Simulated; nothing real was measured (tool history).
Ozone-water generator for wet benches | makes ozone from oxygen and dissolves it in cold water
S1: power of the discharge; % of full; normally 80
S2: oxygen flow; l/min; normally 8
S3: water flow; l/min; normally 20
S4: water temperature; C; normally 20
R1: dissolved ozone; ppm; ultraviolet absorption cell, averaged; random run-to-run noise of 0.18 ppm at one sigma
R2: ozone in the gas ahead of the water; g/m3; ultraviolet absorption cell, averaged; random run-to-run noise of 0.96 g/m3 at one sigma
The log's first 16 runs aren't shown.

run	hour	S1	S2	S3	S4	R1	R2
17	504.2	80	8	20	20	22.4	155.6
18	526.5	65	8	29	20	15.6	137.2
19	566.4	80	9.48	20	24	20.5	144.1
20	611.9	80	8	12	20	29.3	155.7
21	638	80	8	12	20	29.6	154.6
22	661.7	45	8	12	20	21.7	114.6
23	683.4	54	8	12	16	25.6	125.8
24	708.6	97	8	20	14	27.7	169.1
25	746.1	41	8	13	20	19.7	109.1
26	769.2	40	11.44	18	20	16.3	91.7
27	787.8	40	11.44	18	20	16.3	92.4
28	807.6	80	5.82	26	24	16.9	172.9
29	849.7	58	4.6	26	24	13.6	160.8
30	887.4	58	4.34	20	13	19.3	162.9
31	911.4	86	8	20	21	22.8	157.4
32	938.1	87	8	20	19	23.7	159.9
33	980.6	80	9.42	15	20	25.9	144.6
34	1002.9	80	9.42	15	20	26.2	143.6

Consider 3 possible next runs. They are alternatives, not a sequence: every one starts from the tool as it was left by run 34. What does each give?
A	1040.8	80	8	27	20	?	?
B	1040.8	80	8	17	20	?	?
C	1040.8	60	6.88	15	15	?	?

run	R1	R2
A	18.2	151.9
B	24.5	152.9
C	24.7	138.2
With no hidden state in the tool, these same runs would have given:
run	R1	R2
A	19.8	163.1
B	26.6	164.2
C	26.5	146.9
